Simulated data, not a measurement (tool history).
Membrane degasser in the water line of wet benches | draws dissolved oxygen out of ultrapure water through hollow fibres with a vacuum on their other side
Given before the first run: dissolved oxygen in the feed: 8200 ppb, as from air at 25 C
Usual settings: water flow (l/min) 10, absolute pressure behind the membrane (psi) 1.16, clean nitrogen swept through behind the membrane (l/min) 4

run	day	water flow (l/min)	absolute pressure behind the membrane (psi)	clean nitrogen swept through behind the membrane (l/min)	dissolved oxygen in the water behind the degasser (ppb)	pressure that the water loses in the fibres (psi)
1	0	10	1.16	4	36.2	6.337
2	7.825	10	1.16	4	36.1	6.315
3	18.217	10	1.16	4	37.5	6.379
# day 21.421: seals of the vacuum lines changed
4	26.104	10	1.16	4	35.9	6.382
5	33.321	10	1.16	4	35.9	6.38
6	39.979	10	1.16	4	36.2	6.402
7	48.458	10	0.978	4	28.3	6.322
# day 49.162: vacuum gauge calibrated
8	53.071	10	0.978	4	28.9	6.321
9	59.492	15	2.123	4	122	9.487

For run 10, what comes out?
10	67.321	10	1.801	4	?	?

dissolved oxygen in the water behind the degasser (ppb): 64.1
pressure that the water loses in the fibres (psi): 6.408
With no hidden state in the tool, this same run would have given dissolved oxygen in the water behind the degasser (ppb) 60.9, pressure that the water loses in the fibres (psi) 6.167.

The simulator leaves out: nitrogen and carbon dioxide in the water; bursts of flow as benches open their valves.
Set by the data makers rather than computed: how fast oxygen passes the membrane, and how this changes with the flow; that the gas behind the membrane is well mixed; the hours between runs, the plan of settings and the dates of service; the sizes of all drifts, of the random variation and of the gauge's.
